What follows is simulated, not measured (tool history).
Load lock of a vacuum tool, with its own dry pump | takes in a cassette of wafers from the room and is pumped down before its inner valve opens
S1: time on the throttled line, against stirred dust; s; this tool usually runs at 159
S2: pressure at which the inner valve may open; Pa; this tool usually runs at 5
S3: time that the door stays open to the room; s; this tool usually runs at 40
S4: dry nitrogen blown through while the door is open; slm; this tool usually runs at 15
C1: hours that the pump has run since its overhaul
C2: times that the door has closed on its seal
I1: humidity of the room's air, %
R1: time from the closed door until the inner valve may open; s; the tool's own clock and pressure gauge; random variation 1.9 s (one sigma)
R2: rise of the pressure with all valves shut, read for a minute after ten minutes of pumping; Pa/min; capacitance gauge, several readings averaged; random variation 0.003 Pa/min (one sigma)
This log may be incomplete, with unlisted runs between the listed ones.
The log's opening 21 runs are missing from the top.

run    hour   S1  S2   S3  S4     C1     C2    I1     R1     R2
 22  4609.8  228   9  123  15  11137  30878  45.8  389.3   0.16
 23  4779.2  143   8   33  12  11306  31221  41.9  333.3  0.147
 24  5087.9  159   5   89  25  11615  31846  45.7  356.6  0.158
 25  5312.9  159   5   52  25  11840  32302  44.3  359.4  0.147
 26  5566.2  159   7   43  15  12093  32815    42  348.8  0.159
 27  5804.6  159   7   43  15  12332  33297  47.5  350.9  0.165
 28    5950   82   6   40  15  12477  33592  40.6    295  0.165
 29  6243.9   82   6   40  15  12771  34187  43.1  298.4  0.163
 30  6524.2   91   7  180   6  13051  34754  44.6  303.2  0.204
 31  6689.7  277   7   59   6  13217  35089  48.6  437.9  0.191
 32    6885   92   5  100  15  13412  35485  45.6  317.5   0.18
 33  7156.4   92   5  100  15  13684  36034  44.4  314.6  0.187
 34    7380  100   5  183  18  13907  36487  46.4  324.6  0.204
 35    7635  116   5   54  11  14162  37004  43.8  335.9  0.183
 36  7812.7  116   5   54  11  14340  37363  41.7  335.7  0.186
 37  8018.7  159   5   43  22  14546  37780  45.2  363.8  0.182

Alternative continuations, all from the tool just after run 37; predict every row:
  A  8278.1  159   5   74  22  14805  38306    45   ?   ?
  B  8278.1  243   6  125  22  14805  38306  48.3   ?   ?
  C  8278.1   98   5   43  41  14805  38306  43.4   ?   ?
  D  8278.1  159   7   61   7  14805  38306  44.7   ?   ?

run     R1     R2
  A  368.4  0.186
  B  421.9  0.215
  C  324.4  0.181
  D  359.5  0.197
Without the tool's unlogged condition, the same runs would have read:
run     R1     R2
  A  314.6  0.026
  B  375.4  0.052
  C  266.1  0.019
  D  308.2  0.037

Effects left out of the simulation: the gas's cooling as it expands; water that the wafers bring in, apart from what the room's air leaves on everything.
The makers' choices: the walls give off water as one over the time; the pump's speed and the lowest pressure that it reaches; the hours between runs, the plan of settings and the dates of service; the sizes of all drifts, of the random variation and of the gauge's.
